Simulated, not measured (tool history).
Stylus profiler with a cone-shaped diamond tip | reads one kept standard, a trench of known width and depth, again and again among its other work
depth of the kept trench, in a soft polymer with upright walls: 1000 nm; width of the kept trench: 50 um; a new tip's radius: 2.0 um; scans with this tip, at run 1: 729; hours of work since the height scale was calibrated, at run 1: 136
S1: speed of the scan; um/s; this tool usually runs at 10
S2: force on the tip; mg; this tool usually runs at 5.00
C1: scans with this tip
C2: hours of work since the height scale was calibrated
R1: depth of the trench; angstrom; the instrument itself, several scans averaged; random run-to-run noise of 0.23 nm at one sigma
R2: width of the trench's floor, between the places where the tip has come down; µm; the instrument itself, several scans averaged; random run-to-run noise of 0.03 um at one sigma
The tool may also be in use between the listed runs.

| run | hour | S1 | S2 | C1 | C2 | R1 | R2 |
|---|---|---|---|---|---|---|---|
| 1 | 0.0 | 10 | 5.00 | 729 | 136 | 10135.8 | 46.29 |
| 2 | 52.5 | 10 | 5.00 | 866 | 162 | 10135.5 | 46.19 |
| 3 | 92.5 | 9 | 5.00 | 971 | 181 | 10134.5 | 46.24 |
| 4 | 140.9 | 10 | 5.00 | 1097 | 205 | 10138.4 | 46.17 |
| 5 | 180.0 | 10 | 5.00 | 1200 | 224 | 10138.9 | 46.16 |
| 6 | 233.9 | 10 | 5.00 | 1340 | 250 | 10139.9 | 46.17 |
| 7 | 284.4 | 29 | 2.15 | 1473 | 275 | 10083.3 | 45.99 |
| 8 | 309.7 | 29 | 2.15 | 1539 | 287 | 10087.8 | 46.00 |
| 9 | 336.0 | 29 | 2.15 | 1607 | 300 | 10088.7 | 46.02 |
| 10 | 385.8 | 39 | 6.38 | 1738 | 324 | 10157.7 | 46.00 |
| 11 | 416.4 | 3 | 4.40 | 1818 | 339 | 10128.9 | 46.09 |
| 12 | 458.6 | 13 | 7.40 | 1928 | 360 | 10179.6 | 46.03 |

Each row is a separate what-if for the run after 12, all from the same tool condition, not one after another. Results?
| A | 514.5 | 27 | 4.89 | 2074 | 387 | ? | ? |
| B | 514.5 | 10 | 7.40 | 2074 | 387 | ? | ? |
| C | 514.5 | 13 | 6.65 | 2074 | 387 | ? | ? |
| D | 514.5 | 2 | 12.95 | 2074 | 387 | ? | ? |

| run | R1 | R2 |
|---|---|---|
| A | 10143.0 | 45.92 |
| B | 10175.9 | 45.95 |
| C | 10172.1 | 45.96 |
| D | 10249.2 | 45.99 |
Stripped of hidden state, with their random variation kept, the same runs would have yielded:
| run | R1 | R2 |
|---|---|---|
| A | 10123.1 | 46.45 |
| B | 10155.9 | 46.48 |
| C | 10152.2 | 46.50 |
| D | 10229.0 | 46.52 |
